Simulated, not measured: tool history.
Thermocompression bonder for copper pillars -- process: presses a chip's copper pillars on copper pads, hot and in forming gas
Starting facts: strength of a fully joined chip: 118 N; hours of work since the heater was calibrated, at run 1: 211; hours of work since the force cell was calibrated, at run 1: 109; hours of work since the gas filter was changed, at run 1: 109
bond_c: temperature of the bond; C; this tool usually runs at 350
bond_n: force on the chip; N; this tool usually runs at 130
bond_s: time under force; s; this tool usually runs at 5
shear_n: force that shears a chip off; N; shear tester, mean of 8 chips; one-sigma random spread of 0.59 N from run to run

run	hour	bond_c	bond_n	bond_s	hours of work since the heater was calibrated	hours of work since the force cell was calibrated	hours of work since the gas filter was changed	shear_n
1	0.0	350	130	5	211	109	109	81.9
2	35.0	350	130	11	226	125	125	95.4
3	83.3	350	130	11	247	145	145	96.1
4	143.9	350	130	11	273	172	172	94.8
5	186.9	359	130	5	291	190	190	84.0
6	234.9	359	130	5	312	211	211	84.7
7	301.8	350	130	7	341	240	240	85.7
8	357.1	350	130	5	365	264	264	77.3
9	399.8	350	130	5	383	282	282	78.1
10	452.3	350	130	5	406	305	305	77.2
11	501.2	350	130	5	427	326	326	77.0
12	531.2	362	130	5	440	339	339	81.6
13	589.1	350	130	10	465	364	364	87.8
14	624.7	350	130	10	481	379	379	87.4
# hour 635.4: forming gas filter changed
15	659.3	350	130	13	495	394	10	102.9
16	689.2	321	130	13	508	407	23	89.4
17	724.0	321	130	13	523	422	38	88.7
18	755.5	321	130	13	537	436	52	86.9
19	811.2	321	130	13	561	460	76	86.7
# hour 817.7: heater calibrated with a thermocouple chip
20	855.6	321	130	13	16	478	94	89.0
21	900.0	375	90	12	36	497	113	93.6
22	969.2	350	117	3	65	527	143	66.2
23	1017.9	332	134	14	86	548	164	93.6
24	1046.8	329	118	7	99	560	177	71.8
25	1094.4	350	134	10	119	581	197	93.8
26	1131.3	350	112	4	135	597	213	69.4
# hour 1185.5: heater calibrated with a thermocouple chip, once more
27	1199.7	349	131	8	6	626	242	85.1
28	1253.5	376	132	5	29	649	265	87.4
29	1287.0	335	130	4	44	663	280	64.2
30	1336.5	345	122	4	65	685	301	65.0
31	1383.1	341	122	7	85	705	321	73.8
32	1418.6	350	130	4	101	720	337	70.0
33	1487.2	350	188	5	130	750	366	87.8
# hour 1509.9: force cell calibrated
# hour 1529.2: forming gas filter changed
34	1548.5	350	130	5	156	16	8	84.6
35	1582.8	323	103	8	171	31	23	67.7
36	1623.0	367	167	4	188	49	40	99.1
37	1693.4	367	167	4	219	79	71	97.2
38	1750.0	325	189	5	243	104	95	87.4
39	1790.6	325	189	5	261	121	113	86.9

Per-run results on a tool with no hidden state, each run keeping its own random variation:
The hidden state here: true temperature of the bond over the reading, C; force that reaches the chip, % of what is set; oxide that the forming gas leaves, % of the face; drift of the gauge itself on shear_n, %.
run	shear_n
1	84.6
2	99.0
3	100.4
4	99.8
5	88.9
6	90.2
7	92.1
8	83.7
9	85.0
10	84.6
11	85.0
12	90.6
13	98.2
14	98.3
15	103.0
16	89.5
17	89.2
18	87.7
19	88.2
20	90.3
21	96.2
22	68.0
23	97.5
24	74.5
25	98.9
26	73.0
27	93.7
28	96.8
29	72.0
30	73.4
31	83.6
32	79.8
33	100.2
34	84.7
35	68.1
36	100.3
37	99.3
38	89.9
39	89.7
